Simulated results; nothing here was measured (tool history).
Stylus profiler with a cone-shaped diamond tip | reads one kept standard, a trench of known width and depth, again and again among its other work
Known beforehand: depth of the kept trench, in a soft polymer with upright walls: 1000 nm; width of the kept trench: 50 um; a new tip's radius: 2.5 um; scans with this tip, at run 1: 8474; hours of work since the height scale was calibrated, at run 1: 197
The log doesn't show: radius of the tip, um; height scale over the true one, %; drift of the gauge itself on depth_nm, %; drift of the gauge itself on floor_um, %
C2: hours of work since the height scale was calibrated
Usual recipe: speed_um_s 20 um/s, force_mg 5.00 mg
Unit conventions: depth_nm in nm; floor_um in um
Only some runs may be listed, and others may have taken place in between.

Run 1, hour 0.0: usual settings; scans with this tip 8474; C2 197. Result: depth_nm 1023.76 nm, floor_um 44.85 um.
Run 2, hour 69.8: usual settings; scans with this tip 8799; C2 251. Result: depth_nm 1023.69 nm, floor_um 44.81 um.
Run 3, hour 102.0: usual settings; scans with this tip 8949; C2 276. Result: depth_nm 1023.73 nm, floor_um 44.76 um.
Run 4, hour 174.9: usual settings; scans with this tip 9287; C2 333. Result: depth_nm 1024.01 nm, floor_um 44.81 um.
Run 5, hour 231.0: usual settings; scans with this tip 9548; C2 377. Result: depth_nm 1023.86 nm, floor_um 44.74 um.
Run 6, hour 265.1: usual settings; scans with this tip 9706; C2 403. Result: depth_nm 1024.29 nm, floor_um 44.69 um.
Run 7, hour 302.6: usual settings; scans with this tip 9880; C2 432. Result: depth_nm 1023.69 nm, floor_um 44.75 um.
Run 8, hour 368.9: usual settings; scans with this tip 10189; C2 484. Result: depth_nm 1024.46 nm, floor_um 44.68 um.
Run 9, hour 423.6: usual settings; scans with this tip 10443; C2 527. Result: depth_nm 1024.25 nm, floor_um 44.63 um.
Run 10, hour 457.4: usual settings; scans with this tip 10600; C2 553. Result: depth_nm 1024.37 nm, floor_um 44.59 um.
Run 11, hour 507.4: usual settings but speed_um_s 21 um/s; scans with this tip 10832; C2 592. Result: depth_nm 1024.65 nm, floor_um 44.60 um.
Run 12, hour 546.4: usual settings but speed_um_s 21 um/s; scans with this tip 11014; C2 623. Result: depth_nm 1024.91 nm, floor_um 44.55 um.
Run 13, hour 609.1: usual settings but speed_um_s 21 um/s; scans with this tip 11305; C2 672. Result: depth_nm 1025.32 nm, floor_um 44.58 um.
Run 14, hour 672.2: usual settings but force_mg 2.38 mg; scans with this tip 11598; C2 721. Result: depth_nm 1016.39 nm, floor_um 44.49 um.
Run 15, hour 720.9: usual settings but speed_um_s 47 um/s, force_mg 2.38 mg; scans with this tip 11824; C2 759. Result: depth_nm 1016.03 nm, floor_um 44.41 um.
Run 16, hour 756.9: usual settings but speed_um_s 47 um/s, force_mg 10.04 mg; scans with this tip 11992; C2 787. Result: depth_nm 1038.55 nm, floor_um 44.46 um.
Run 17, hour 792.6: usual settings; scans with this tip 12158; C2 815. Result: depth_nm 1025.32 nm, floor_um 44.46 um.
Run 18, hour 852.5: usual settings but force_mg 2.85 mg; scans with this tip 12436; C2 861. Result: depth_nm 1018.37 nm, floor_um 44.43 um.
Run 19, hour 903.2: usual settings but speed_um_s 8 um/s, force_mg 4.30 mg; scans with this tip 12672; C2 901. Result: depth_nm 1023.41 nm, floor_um 44.49 um.
Run 20, hour 968.6: usual settings but speed_um_s 30 um/s, force_mg 3.83 mg; scans with this tip 12976; C2 952. Result: depth_nm 1022.15 nm, floor_um 44.34 um.
Run 21, hour 1006.1: usual settings but speed_um_s 9 um/s, force_mg 3.39 mg; scans with this tip 13150; C2 981. Result: depth_nm 1020.80 nm, floor_um 44.40 um.
Run 22, hour 1080.1: usual settings but speed_um_s 9 um/s, force_mg 2.12 mg; scans with this tip 13494; C2 1039. Result: depth_nm 1016.36 nm, floor_um 44.34 um.
Run 23, hour 1146.3: usual settings but speed_um_s 11 um/s, force_mg 2.12 mg; scans with this tip 13801; C2 1090. Result: depth_nm 1016.32 nm, floor_um 44.35 um.
Run 24, hour 1205.0: usual settings but speed_um_s 8 um/s, force_mg 5.66 mg; scans with this tip 14074; C2 1136. Result: depth_nm 1028.27 nm, floor_um 44.29 um.
Run 25, hour 1268.7: usual settings but speed_um_s 49 um/s, force_mg 7.45 mg; scans with this tip 14370; C2 1186. Result: depth_nm 1033.45 nm, floor_um 44.20 um.
At hour 1321.6: height scale calibrated on a step standard.
Run 26, hour 1345.3: usual settings but speed_um_s 49 um/s, force_mg 7.45 mg; scans with this tip 14724; C2 18. Result: depth_nm 1029.24 nm, floor_um 44.18 um.
Run 27, hour 1398.1: usual settings but speed_um_s 41 um/s, force_mg 2.26 mg; scans with this tip 14969; C2 60. Result: depth_nm 1012.95 nm, floor_um 44.13 um.
Run 28, hour 1462.4: usual settings but force_mg 11.73 mg; scans with this tip 15268; C2 110. Result: depth_nm 1040.09 nm, floor_um 44.19 um.
Run 29, hour 1518.5: usual settings but speed_um_s 14 um/s, force_mg 5.61 mg; scans with this tip 15529; C2 154. Result: depth_nm 1024.92 nm, floor_um 44.10 um.
Run 30, hour 1595.8: usual settings but speed_um_s 73 um/s, force_mg 2.70 mg; scans with this tip 15888; C2 214. Result: depth_nm 1015.57 nm, floor_um 43.97 um.
Run 31, hour 1661.3: usual settings but speed_um_s 73 um/s, force_mg 2.70 mg; scans with this tip 16193; C2 265. Result: depth_nm 1015.58 nm, floor_um 43.91 um.
Run 32, hour 1730.4: usual settings but speed_um_s 65 um/s, force_mg 2.70 mg; scans with this tip 16513; C2 319. Result: depth_nm 1016.06 nm, floor_um 43.92 um.
Run 33, hour 1802.3: usual settings but speed_um_s 7 um/s, force_mg 3.01 mg; scans with this tip 16848; C2 375. Result: depth_nm 1017.11 nm, floor_um 44.00 um.
Run 34, hour 1850.8: usual settings but speed_um_s 7 um/s, force_mg 3.05 mg; scans with this tip 17073; C2 413. Result: depth_nm 1017.30 nm, floor_um 44.01 um.
Run 35, hour 1886.5: usual settings but speed_um_s 7 um/s, force_mg 1.89 mg; scans with this tip 17239; C2 441. Result: depth_nm 1013.19 nm, floor_um 43.94 um.

A few steps of depth_nm between consecutive runs. Split each: what settings, incoming material and random variation would produce without the hidden state, and what is left over for the hidden state, along with gauge scatter present in only one of the two compared results (measured, and without hidden state):
Run 3 -> 4: no setting touched and nothing written in the log between the runs. depth_nm +0.28 nm: hidden state +0.17, all else +0.11.
Run 15 -> 16: force_mg 2.38 -> 10.04. depth_nm +22.52 nm: hidden state +0.13, all else +22.39.
Run 23 -> 24: speed_um_s 11 -> 8, force_mg 2.12 -> 5.66. depth_nm +11.95 nm: hidden state +0.18, all else +11.77.
Run 25 -> 26: height scale calibrated on a step standard. depth_nm -4.21 nm: hidden state -3.91, all else -0.30.
Run 26 -> 27: speed_um_s 49 -> 41, force_mg 7.45 -> 2.26. depth_nm -16.29 nm: hidden state +0.14, all else -16.43.
Run 27 -> 28: speed_um_s 41 -> 20, force_mg 2.26 -> 11.73. depth_nm +27.14 nm: hidden state +0.15, all else +26.99.
